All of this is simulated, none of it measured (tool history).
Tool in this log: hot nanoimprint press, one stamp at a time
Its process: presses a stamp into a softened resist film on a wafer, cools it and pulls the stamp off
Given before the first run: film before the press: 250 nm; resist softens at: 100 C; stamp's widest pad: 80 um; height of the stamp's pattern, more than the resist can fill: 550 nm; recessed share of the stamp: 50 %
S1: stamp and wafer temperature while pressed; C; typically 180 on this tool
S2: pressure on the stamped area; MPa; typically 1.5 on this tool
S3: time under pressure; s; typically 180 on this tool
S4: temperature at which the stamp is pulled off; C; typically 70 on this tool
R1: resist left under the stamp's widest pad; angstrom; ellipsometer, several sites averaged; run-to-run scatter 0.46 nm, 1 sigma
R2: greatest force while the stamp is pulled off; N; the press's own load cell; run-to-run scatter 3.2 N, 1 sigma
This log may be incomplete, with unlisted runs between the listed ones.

run   hour   S1    S2   S3  S4    R1   R2
  1      0  180   1.5  180  70  1179  223
  2   20.1  180   1.5  235  70  1082  220
  3   44.8  180   1.5  235  70  1077  227
  4   68.8  180   1.5  180  70  1180  236
  5   83.2  180   1.5  180  70  1180  237
      94.6  -- stamp cleaned and given a new release coat
  6  110.4  180   1.5  180  70  1183  147
  7  131.5  180   1.5  180  67  1175  162
  8    146  180   1.5  180  67  1186  164
  9  156.8  180   1.5  180  70  1180  153
     181.3  -- plate thermocouple calibrated
 10  183.5  180   1.5  180  70  1220  168
 11  201.6  180   1.5  180  70  1220  169
 12  217.6  180   1.5  180  70  1229  171
 13  229.8  180  0.94  176  70  1496  181
 14  247.9  180  0.94  176  70  1507  183
 15  273.2  180  1.07  183  56  1404  247
 16  288.4  180   1.5  180  76  1224  167
 17  311.9  180   1.5  143  59  1329  239
 18  325.1  185  2.37  233  66   746  226
 19  348.6  175   1.5  118  70  1608  198
 20  360.7  177  2.34  113  72  1289  199
 21    379  180  1.98  232  77   970  168
 22  397.2  180  1.08  198  77  1360  179
 23    419  180  1.08  198  77  1352  187

Forecast each of these 4 alternatives for the next run:
  A  437.6  180  1.61  198  77   ?   ?
  B  437.6  180  1.06  198  62   ?   ?
  C  437.6  175  2.25  198  57   ?   ?
  D  437.6  191   1.5  180  70   ?   ?

run    R1   R2
  A  1132  186
  B  1361  270
  C  1151  294
  D   857  217
Without the tool's hidden state the same runs would have given:
run    R1   R2
  A  1141  126
  B  1379  182
  C  1153  197
  D   862  145

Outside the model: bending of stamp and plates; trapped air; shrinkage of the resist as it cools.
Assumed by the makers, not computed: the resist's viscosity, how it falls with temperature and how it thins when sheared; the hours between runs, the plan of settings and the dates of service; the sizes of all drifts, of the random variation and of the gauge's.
